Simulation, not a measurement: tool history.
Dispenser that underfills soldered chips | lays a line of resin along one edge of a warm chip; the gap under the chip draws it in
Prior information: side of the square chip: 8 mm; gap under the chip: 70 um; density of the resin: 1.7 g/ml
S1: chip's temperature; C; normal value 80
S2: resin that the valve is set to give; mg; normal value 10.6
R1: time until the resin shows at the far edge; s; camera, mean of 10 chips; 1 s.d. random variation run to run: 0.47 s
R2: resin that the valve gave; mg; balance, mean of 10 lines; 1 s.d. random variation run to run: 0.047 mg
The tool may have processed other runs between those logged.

run  hour  S1    S2    R1     R2
  1   0.0  80  10.6  46.0  10.11
      4.2  -- new syringe of resin
  2   8.7  80  10.6  45.7  10.06
     13.1  -- new syringe of resin
  3  15.3  80  10.6  40.3  10.02
  4  20.2  94  10.6  28.6  10.05
     21.8  -- new syringe of resin
  5  28.6  94  10.6  27.1   9.95
     31.0  -- dispensing valve cleaned and set on the balance
     31.8  -- new syringe of resin
  6  38.9  94  10.6  27.9  10.61
     40.7  -- new syringe of resin
  7  46.0  88  10.6  32.7  10.58

Forecast run 8:
     49.7  -- new syringe of resin
  8  54.4  88  10.6   ?   ?

{"run 8": {"R1": 32.2, "R2": 10.56}}
With no hidden state in the tool, this same run would have given R1 26.4 s, R2 10.65 mg.

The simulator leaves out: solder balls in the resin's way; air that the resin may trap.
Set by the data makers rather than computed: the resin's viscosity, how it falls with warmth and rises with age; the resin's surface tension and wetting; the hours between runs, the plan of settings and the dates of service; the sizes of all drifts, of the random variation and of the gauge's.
